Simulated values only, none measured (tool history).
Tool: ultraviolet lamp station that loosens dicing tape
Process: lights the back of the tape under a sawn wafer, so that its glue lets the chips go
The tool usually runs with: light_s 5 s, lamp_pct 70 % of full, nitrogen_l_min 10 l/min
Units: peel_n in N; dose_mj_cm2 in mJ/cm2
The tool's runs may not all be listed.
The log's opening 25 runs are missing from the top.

run,day,light_s,lamp_pct,nitrogen_l_min,hours of work of the lamp,hours of work since the window was cleaned,peel_n,dose_mj_cm2
26,75.292,4,70,8,109,99,0.806,360
27,77.942,2,70,11,136,127,2.349,180
28,80.288,3,89,11,160,151,0.765,332
29,83.242,6,78,9,191,181,0.281,576
30,87.162,5,86,13,231,222,0.281,515
31,90.567,5,86,13,267,257,0.304,512
# day 91.175: window cleaned of glue's vapour
32,93.479,6,76,19,297,24,0.222,577
33,97.558,5,81,18,339,66,0.270,500
34,100.904,5,81,7,373,101,0.462,491
35,104.396,5,70,7,409,137,0.658,414
36,107.392,5,70,7,440,168,0.697,410
37,109.404,4,62,8,461,189,1.274,287
38,111.850,3,61,19,487,214,1.526,206
39,113.604,3,61,19,505,232,1.518,206
40,115.538,3,91,19,525,252,0.692,302
# day 116.467: window cleaned of glue's vapour
41,118.788,3,90,8,558,24,1.096,315
42,122.092,3,74,10,592,58,1.390,253
43,124.029,5,64,7,612,78,0.861,362
44,128.192,3,65,3,655,121,3.369,213

Below are 3 alternative next runs, each starting from the tool's condition after run 44. Predict each:
A,132.117,5,73,5,696,162,?,?
B,132.117,5,96,10,696,162,?,?
C,132.117,5,70,14,696,162,?,?

run,peel_n,dose_mj_cm2
A,0.965,400
B,0.319,516
C,0.483,381
What these runs would have given with no unlogged condition in the tool:
run,peel_n,dose_mj_cm2
A,0.594,501
B,0.228,649
C,0.304,478
